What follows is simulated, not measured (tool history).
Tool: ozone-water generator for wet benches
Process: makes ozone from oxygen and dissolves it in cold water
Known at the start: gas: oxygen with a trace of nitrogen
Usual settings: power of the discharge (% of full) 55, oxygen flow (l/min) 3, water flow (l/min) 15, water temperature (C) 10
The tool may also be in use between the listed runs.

run	day	power of the discharge (% of full)	oxygen flow (l/min)	water flow (l/min)	water temperature (C)	dissolved ozone (ppm)	ozone in the gas ahead of the water (g/m3)
1	0	55	3	15	10	24	220.6
2	2.033	62	3	15	10	26.5	245.9
3	4	55	3	15	10	24.2	220.1
4	5.208	55	3	15	10	24	222.6
5	6.742	55	3	18	10	19.7	220.1
6	8.517	55	3	18	10	20	222.2
7	9.975	55	3	18	10	19.7	223.5
8	11.004	55	3	18	10	19.9	224
9	12.604	55	3	18	10	20.2	221.8
10	14.083	55	3	18	10	20.1	225.2
11	15.338	55	3	18	10	20	224.1
12	17.225	55	3.28	13	10	27.8	215.6
13	18.917	55	3.28	13	10	27.7	214.9
14	20.321	79	3.12	10	6	50.4	305.4
15	21.883	92	5.26	20	5	33.5	276.2
16	23.312	92	5.26	10	11	54.2	272.1
17	24.133	66	2.31	10	13	37.4	302.1
18	25.171	66	2.31	10	13	37.5	302.5
19	26.108	66	2.31	10	9	39	299.3
20	26.971	55	3	15	14	22.4	224.6

Forecast each of these 3 alternatives for the next run:
A	28.321	55	2.97	15	6	?	?
B	28.321	55	2.41	13	9	?	?
C	28.321	79	2.76	15	10	?	?

run	dissolved ozone (ppm)	ozone in the gas ahead of the water (g/m3)
A	24.9	225.7
B	26.6	253.9
C	32.6	325
Without the tool's hidden state the same runs would have given:
run	dissolved ozone (ppm)	ozone in the gas ahead of the water (g/m3)
A	24.9	220.9
B	26.6	248.5
C	32.6	318.1
